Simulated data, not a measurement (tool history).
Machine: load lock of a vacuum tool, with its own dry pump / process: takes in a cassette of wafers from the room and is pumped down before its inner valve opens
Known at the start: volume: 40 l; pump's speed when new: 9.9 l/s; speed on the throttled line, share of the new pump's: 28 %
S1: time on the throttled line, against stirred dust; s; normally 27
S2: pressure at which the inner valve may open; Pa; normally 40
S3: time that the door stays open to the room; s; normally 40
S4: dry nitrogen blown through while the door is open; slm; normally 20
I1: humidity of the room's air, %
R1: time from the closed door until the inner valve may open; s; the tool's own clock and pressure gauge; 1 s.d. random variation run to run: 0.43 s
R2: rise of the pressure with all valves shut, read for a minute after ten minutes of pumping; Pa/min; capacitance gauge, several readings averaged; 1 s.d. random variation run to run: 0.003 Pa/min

run,hour,S1,S2,S3,S4,I1,R1,R2
1,0,27,40,40,20,43.6,51.3,0.328
2,69.3,27,40,176,20,44.1,52.8,0.342
3,113.5,27,40,176,20,46.7,52.1,0.354
4,210,27,40,176,20,47.6,52.3,0.362
5,285.1,27,40,176,20,43,52.2,0.364
6,355.4,27,40,176,20,43.3,52.6,0.362
7,421.4,27,40,176,20,43.5,51.9,0.366
8,500.6,27,40,176,20,45.8,52.4,0.366
9,591.8,27,40,40,20,50.4,52.3,0.353
10,694.8,27,40,40,14,43.9,51.9,0.354
11,745.2,15,40,40,20,45.1,44.2,0.355
12,790.2,15,40,40,20,46.1,44.1,0.361
13,853.3,15,40,40,20,46.2,43.5,0.354
14,905.1,27,40,49,20,41.9,53.1,0.368
15,961.2,27,40,49,20,44.8,52.5,0.367
16,1018.6,27,40,49,20,45.3,52.9,0.37
17,1062.9,27,40,49,20,44.4,52.4,0.373
18,1130.8,27,40,40,20,44.1,52.8,0.362
19,1216,32,40,40,6,44.9,56.3,0.38
20,1290.9,27,40,40,17,45.8,53.2,0.376
21,1359.1,27,40,40,17,43.6,53.2,0.382
22,1455.1,27,40,40,17,43.9,53,0.386
23,1557.7,27,28,40,30,44.9,54.4,0.387
24,1631.3,27,40,26,34,47.2,53.6,0.389
25,1680.8,27,40,26,34,44.2,52.5,0.385
26,1736.5,27,40,33,8,44.7,53.3,0.403
27,1797.2,27,40,39,8,46.7,52.5,0.41
28,1886.8,27,40,39,8,47.9,53.5,0.415
29,1968.2,27,40,26,11,44.2,52.6,0.41
30,2024.6,27,40,26,11,45.8,52.8,0.411
31,2128.9,18,29,156,7,44.8,48.2,0.437
32,2185.2,48,29,156,15,47,68.6,0.442
33,2258.9,39,40,39,5,43.1,61.4,0.43
34,2344.6,14,51,230,28,44,42.6,0.454
35,2388.8,14,51,230,28,46.6,42.6,0.453
36,2439.7,22,69,230,5,43.7,46.9,0.481

5 ways to go on from here, each from the tool as it stands after run 36. What would each give?
A,2530.2,22,30,205,5,47,?,?
B,2530.2,29,40,40,20,47.3,?,?
C,2530.2,47,53,40,11,47.4,?,?
D,2530.2,27,40,162,20,49.3,?,?
E,2530.2,47,61,230,5,46.1,?,?

run,R1,R2
A,51,0.486
B,54.1,0.435
C,66.1,0.438
D,52.9,0.465
E,65,0.491
Without the tool's hidden state the same runs would have given:
run,R1,R2
A,48.8,0.076
B,52.2,0.026
C,64.7,0.029
D,50.9,0.053
E,63.6,0.077
